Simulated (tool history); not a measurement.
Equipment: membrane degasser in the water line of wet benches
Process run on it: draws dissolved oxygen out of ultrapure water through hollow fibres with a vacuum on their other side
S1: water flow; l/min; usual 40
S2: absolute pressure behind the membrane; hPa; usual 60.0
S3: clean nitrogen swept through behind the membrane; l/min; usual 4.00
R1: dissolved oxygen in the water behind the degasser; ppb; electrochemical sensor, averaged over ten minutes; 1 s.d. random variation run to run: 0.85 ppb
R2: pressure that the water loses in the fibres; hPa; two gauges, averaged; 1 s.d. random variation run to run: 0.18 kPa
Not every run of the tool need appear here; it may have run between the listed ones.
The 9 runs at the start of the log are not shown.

Run 10, hour 331.4: usual settings but S3 2.52 l/min. Result: R1 118.9 ppb, R2 356.4 hPa.
Run 11, hour 379.8: usual settings but S3 2.52 l/min. Result: R1 114.3 ppb, R2 357.8 hPa.
Run 12, hour 435.9: usual settings but S2 82.6 hPa. Result: R1 135.7 ppb, R2 359.1 hPa.
Run 13, hour 461.5: usual settings but S2 82.6 hPa. Result: R1 132.8 ppb, R2 359.8 hPa.
At hour 467.1: vacuum gauge calibrated.
Run 14, hour 510.9: usual settings but S2 82.6 hPa. Result: R1 134.1 ppb, R2 356.2 hPa.
Run 15, hour 553.4: usual settings but S2 82.6 hPa. Result: R1 135.1 ppb, R2 357.6 hPa.
At hour 572.9: vacuum gauge calibrated, once more.
Run 16, hour 610.7: usual settings. Result: R1 80.9 ppb, R2 355.5 hPa.
Run 17, hour 646.3: usual settings. Result: R1 80.4 ppb, R2 358.4 hPa.
Run 18, hour 678.4: usual settings. Result: R1 81.0 ppb, R2 360.3 hPa.
Run 19, hour 712.0: usual settings but S1 26 l/min, S2 109.2 hPa. Result: R1 120.3 ppb, R2 234.2 hPa.
Run 20, hour 740.8: usual settings but S1 26 l/min, S2 109.2 hPa. Result: R1 120.3 ppb, R2 233.9 hPa.
Run 21, hour 767.8: usual settings but S1 26 l/min, S2 109.2 hPa. Result: R1 122.3 ppb, R2 233.6 hPa.
Run 22, hour 820.1: usual settings but S1 26 l/min, S2 109.2 hPa. Result: R1 120.0 ppb, R2 232.5 hPa.
Run 23, hour 866.5: usual settings but S1 53 l/min, S3 6.39 l/min. Result: R1 105.2 ppb, R2 475.2 hPa.
Run 24, hour 906.4: usual settings but S1 45 l/min, S2 70.9 hPa, S3 3.37 l/min. Result: R1 144.2 ppb, R2 403.0 hPa.
Run 25, hour 946.4: usual settings but S2 66.2 hPa. Result: R1 96.5 ppb, R2 356.1 hPa.
Run 26, hour 979.3: usual settings but S2 52.1 hPa. Result: R1 63.0 ppb, R2 361.0 hPa.
Run 27, hour 1007.7: usual settings but S2 52.1 hPa. Result: R1 63.3 ppb, R2 361.0 hPa.
Run 28, hour 1058.8: usual settings but S2 82.0 hPa. Result: R1 131.4 ppb, R2 359.9 hPa.
Run 29, hour 1101.4: usual settings but S2 82.0 hPa. Result: R1 131.4 ppb, R2 355.6 hPa.
Run 30, hour 1140.8: usual settings but S2 82.0 hPa. Result: R1 132.8 ppb, R2 361.2 hPa.
Run 31, hour 1178.6: usual settings but S2 82.0 hPa. Result: R1 131.2 ppb, R2 355.3 hPa.
Run 32, hour 1212.2: usual settings but S1 34 l/min, S2 60.5 hPa, S3 2.72 l/min. Result: R1 91.4 ppb, R2 302.2 hPa.
Run 33, hour 1235.1: usual settings but S2 135.8 hPa, S3 7.08 l/min. Result: R1 157.8 ppb, R2 360.9 hPa.

What if the next run were any one of these 3? Each begins from the tool's condition after run 33:
Run A, hour 1260.3: usual settings but S2 135.8 hPa, S3 5.28 l/min. Result: R1 ?, R2 ?.
Run B, hour 1260.3: usual settings but S1 51 l/min, S2 111.9 hPa, S3 11.20 l/min. Result: R1 ?, R2 ?.
Run C, hour 1260.3: usual settings but S2 43.3 hPa, S3 5.14 l/min. Result: R1 ?, R2 ?.

run     R1     R2
  A  199.7  357.6
  B  132.6  458.6
  C   37.7  360.7
With no hidden state in the tool, these same runs would have given:
run     R1     R2
  A  197.8  351.3
  B  128.5  450.6
  C   35.8  354.3
